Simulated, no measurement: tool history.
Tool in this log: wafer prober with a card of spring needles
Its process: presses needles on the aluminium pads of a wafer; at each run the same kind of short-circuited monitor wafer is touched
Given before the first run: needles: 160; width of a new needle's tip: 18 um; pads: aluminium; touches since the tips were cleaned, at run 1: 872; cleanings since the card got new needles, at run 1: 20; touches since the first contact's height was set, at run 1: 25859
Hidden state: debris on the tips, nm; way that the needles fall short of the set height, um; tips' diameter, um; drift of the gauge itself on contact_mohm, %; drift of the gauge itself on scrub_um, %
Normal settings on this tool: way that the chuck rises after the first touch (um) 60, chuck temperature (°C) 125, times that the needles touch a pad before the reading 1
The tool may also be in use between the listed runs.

| run | hour | way that the chuck rises after the first touch (um) | chuck temperature (°C) | times that the needles touch a pad before the reading | touches since the tips were cleaned | cleanings since the card got new needles | touches since the first contact's height was set | resistance of one needle with its contact and lead (mohm) | way that a needle slides on the pad (um) |
|---|---|---|---|---|---|---|---|---|---|
| 1 | 0 | 60 | 125 | 1 | 872 | 20 | 25859 | 226 | 16.59 |
|  | 7.1 | tips cleaned on abrasive film |
|  | 16 | tips cleaned on abrasive film |
|  | 24.8 | tips cleaned on abrasive film |
| 2 | 28.6 | 60 | 125 | 1 | 2069 | 23 | 41382 | 224 | 16.56 |
|  | 32.2 | tips cleaned on abrasive film |
|  | 41 | tips cleaned on abrasive film |
|  | 48.1 | tips cleaned on abrasive film |
|  | 57 | tips cleaned on abrasive film |
|  | 65.9 | tips cleaned on abrasive film |
| 3 | 66.5 | 60 | 125 | 1 | 340 | 28 | 61900 | 226 | 16.54 |
|  | 73.6 | tips cleaned on abrasive film |
|  | 77.4 | height of the first contact set anew |
|  | 82.7 | tips cleaned on abrasive film |
|  | 89.8 | tips cleaned on abrasive film |
|  | 98.7 | tips cleaned on abrasive film |
|  | 107.6 | tips cleaned on abrasive film |
|  | 114.7 | tips cleaned on abrasive film |
| 4 | 116.2 | 60 | 125 | 1 | 848 | 34 | 21030 | 230 | 16.49 |
|  | 123.3 | tips cleaned on abrasive film |
|  | 132.2 | tips cleaned on abrasive film |
|  | 141 | tips cleaned on abrasive film |
| 5 | 147.4 | 54 | 125 | 1 | 3496 | 37 | 37982 | 230 | 14.81 |
|  | 149.3 | tips cleaned on abrasive film |
|  | 158.1 | tips cleaned on abrasive film |
|  | 167 | tips cleaned on abrasive film |
|  | 175.8 | tips cleaned on abrasive film |
|  | 184.7 | tips cleaned on abrasive film |
| 6 | 188.8 | 60 | 125 | 1 | 2260 | 42 | 60424 | 228 | 16.41 |
|  | 192.4 | tips cleaned on abrasive film |
|  | 201.3 | tips cleaned on abrasive film |
|  | 203.3 | height of the first contact set anew |
|  | 208.7 | tips cleaned on abrasive film |
|  | 217.5 | tips cleaned on abrasive film |
|  | 224.6 | tips cleaned on abrasive film |
|  | 233.5 | tips cleaned on abrasive film |
|  | 242.4 | tips cleaned on abrasive film |
| 7 | 243.8 | 60 | 125 | 1 | 799 | 49 | 21943 | 225 | 16.46 |
|  | 250.9 | tips cleaned on abrasive film |
|  | 259.8 | tips cleaned on abrasive film |
|  | 268.6 | tips cleaned on abrasive film |
| 8 | 269.5 | 60 | 125 | 1 | 453 | 52 | 35852 | 228 | 16.42 |
|  | 276.6 | tips cleaned on abrasive film |
|  | 285.4 | tips cleaned on abrasive film |
|  | 294.3 | tips cleaned on abrasive film |
|  | 301.4 | tips cleaned on abrasive film |
|  | 310.2 | tips cleaned on abrasive film |
|  | 319.1 | tips cleaned on abrasive film |
| 9 | 323 | 60 | 88 | 1 | 2121 | 58 | 64884 | 221 | 16.34 |
|  | 326.6 | tips cleaned on abrasive film |
|  | 328.6 | height of the first contact set anew |
|  | 335.7 | tips cleaned on abrasive film |
|  | 344.6 | tips cleaned on abrasive film |
|  | 351.7 | tips cleaned on abrasive film |
|  | 360.5 | tips cleaned on abrasive film |
|  | 369.4 | tips cleaned on abrasive film |
| 10 | 371.2 | 50 | 125 | 1 | 988 | 64 | 23091 | 233 | 13.62 |
|  | 376.5 | tips cleaned on abrasive film |
|  | 383.6 | tips cleaned on abrasive film |
|  | 392.5 | tips cleaned on abrasive film |
|  | 399.6 | tips cleaned on abrasive film |
|  | 408.5 | tips cleaned on abrasive film |
| 11 | 413.7 | 50 | 125 | 1 | 2878 | 69 | 46139 | 231 | 13.61 |
|  | 417.3 | tips cleaned on abrasive film |
|  | 426.2 | tips cleaned on abrasive film |
|  | 433.3 | tips cleaned on abrasive film |
|  | 442.1 | tips cleaned on abrasive film |
|  | 451 | tips cleaned on abrasive film |
|  | 453 | height of the first contact set anew |
| 12 | 453.6 | 60 | 125 | 1 | 1286 | 74 | 324 | 227 | 16.3 |
|  | 459 | tips cleaned on abrasive film |
|  | 467.8 | tips cleaned on abrasive film |
|  | 475 | tips cleaned on abrasive film |
|  | 483.8 | tips cleaned on abrasive film |
|  | 492.7 | tips cleaned on abrasive film |
| 13 | 493.4 | 60 | 125 | 1 | 383 | 79 | 21852 | 226 | 16.24 |
|  | 500.5 | tips cleaned on abrasive film |
|  | 502.2 | gauge calibrated |
|  | 509.3 | tips cleaned on abrasive film |
|  | 518.2 | tips cleaned on abrasive film |
| 14 | 520.2 | 60 | 125 | 1 | 1120 | 82 | 36427 | 230 | 16.58 |
|  | 525.6 | tips cleaned on abrasive film |
|  | 534.4 | tips cleaned on abrasive film |
|  | 541.5 | tips cleaned on abrasive film |
|  | 550.4 | tips cleaned on abrasive film |
|  | 559.2 | tips cleaned on abrasive film |
| 15 | 565.1 | 55 | 119 | 1 | 3196 | 87 | 60761 | 232 | 15.18 |
|  | 566.9 | tips cleaned on abrasive film |
|  | 575.8 | tips cleaned on abrasive film |
|  | 577.8 | height of the first contact set anew |
|  | 584.9 | tips cleaned on abrasive film |
|  | 593.8 | tips cleaned on abrasive film |
|  | 602.7 | tips cleaned on abrasive film |
|  | 611.5 | tips cleaned on abrasive film |
| 16 | 615.6 | 55 | 119 | 1 | 2253 | 93 | 20513 | 229 | 15.12 |
|  | 619.2 | tips cleaned on abrasive film |
|  | 626.3 | tips cleaned on abrasive film |
|  | 635.2 | tips cleaned on abrasive film |
|  | 644 | tips cleaned on abrasive film |
|  | 652.9 | tips cleaned on abrasive film |
|  | 661.6 | tips cleaned on abrasive film |
| 17 | 661.6 | 72 | 125 | 1 | 0 | 99 | 45442 | 222 | 19.76 |
|  | 670.5 | tips cleaned on abrasive film |
|  | 679.4 | tips cleaned on abrasive film |
|  | 688.2 | tips cleaned on abrasive film |
|  | 697.1 | tips cleaned on abrasive film |
|  | 702.6 | height of the first contact set anew |
|  | 706.2 | tips cleaned on abrasive film |
| 18 | 709.4 | 60 | 125 | 2 | 1740 | 104 | 3661 | 226 | 16.47 |
|  | 714.8 | tips cleaned on abrasive film |
|  | 723.6 | tips cleaned on abrasive film |
|  | 732.5 | tips cleaned on abrasive film |
| 19 | 737.1 | 45 | 121 | 1 | 2527 | 107 | 18681 | 237 | 12.32 |
|  | 740.7 | tips cleaned on abrasive film |
|  | 749.5 | tips cleaned on abrasive film |
|  | 756.6 | tips cleaned on abrasive film |
|  | 765.5 | tips cleaned on abrasive film |
|  | 774.4 | tips cleaned on abrasive film |
|  | 783.2 | tips cleaned on abrasive film |
| 20 | 787.3 | 53 | 87 | 1 | 2252 | 113 | 45921 | 220 | 14.46 |
|  | 790.9 | tips cleaned on abrasive film |
|  | 799.8 | tips cleaned on abrasive film |
|  | 806.9 | tips cleaned on abrasive film |
|  | 815.7 | tips cleaned on abrasive film |
| 21 | 817.4 | 48 | 87 | 1 | 920 | 117 | 62220 | 224 | 13.1 |
|  | 824.5 | tips cleaned on abrasive film |
|  | 828.3 | height of the first contact set anew |
|  | 831.9 | tips cleaned on abrasive film |
|  | 840.8 | tips cleaned on abrasive film |
|  | 849.6 | tips cleaned on abrasive film |
| 22 | 850.6 | 48 | 87 | 1 | 519 | 121 | 12051 | 222 | 13.1 |
|  | 857.7 | tips cleaned on abrasive film |
|  | 866.6 | tips cleaned on abrasive film |
|  | 875.4 | tips cleaned on abrasive film |
|  | 884.3 | tips cleaned on abrasive film |
|  | 893.1 | tips cleaned on abrasive film |
| 23 | 895.7 | 60 | 48 | 3 | 1404 | 126 | 36522 | 206 | 16.36 |
|  | 901 | tips cleaned on abrasive film |
|  | 909.9 | tips cleaned on abrasive film |
|  | 917 | tips cleaned on abrasive film |
|  | 925.5 | tips cleaned on abrasive film |
| 24 | 925.5 | 60 | 48 | 3 | 0 | 130 | 52676 | 210 | 16.32 |
|  | 934.4 | tips cleaned on abrasive film |
|  | 943.2 | tips cleaned on abrasive film |
|  | 950.3 | tips cleaned on abrasive film |
|  | 954.1 | height of the first contact set anew |
|  | 959.5 | tips cleaned on abrasive film |
|  | 968.1 | tips cleaned on abrasive film |
| 25 | 968.1 | 44 | 43 | 3 | 0 | 135 | 7548 | 213 | 11.96 |

3 options for the next run, each taken on its own from the tool as it stands now. Forecast them:
|  | 975.2 | tips cleaned on abrasive film |
|  | 984.1 | tips cleaned on abrasive film |
|  | 992.9 | tips cleaned on abrasive film |
| A | 993.4 | 60 | 100 | 1 | 243 | 138 | 21246 | ? | ? |
|  | 975.2 | tips cleaned on abrasive film |
|  | 984.1 | tips cleaned on abrasive film |
|  | 992.9 | tips cleaned on abrasive film |
| B | 993.4 | 60 | 96 | 1 | 243 | 138 | 21246 | ? | ? |
|  | 975.2 | tips cleaned on abrasive film |
|  | 984.1 | tips cleaned on abrasive film |
|  | 992.9 | tips cleaned on abrasive film |
| C | 993.4 | 60 | 31 | 1 | 243 | 138 | 21246 | ? | ? |

| run | resistance of one needle with its contact and lead (mohm) | way that a needle slides on the pad (um) |
|---|---|---|
| A | 219 | 16.29 |
| B | 219 | 16.25 |
| C | 203 | 16.26 |
With no hidden state in the tool, these same runs would have given:
| run | resistance of one needle with its contact and lead (mohm) | way that a needle slides on the pad (um) |
|---|---|---|
| A | 219 | 16.6 |
| B | 219 | 16.57 |
| C | 202 | 16.58 |

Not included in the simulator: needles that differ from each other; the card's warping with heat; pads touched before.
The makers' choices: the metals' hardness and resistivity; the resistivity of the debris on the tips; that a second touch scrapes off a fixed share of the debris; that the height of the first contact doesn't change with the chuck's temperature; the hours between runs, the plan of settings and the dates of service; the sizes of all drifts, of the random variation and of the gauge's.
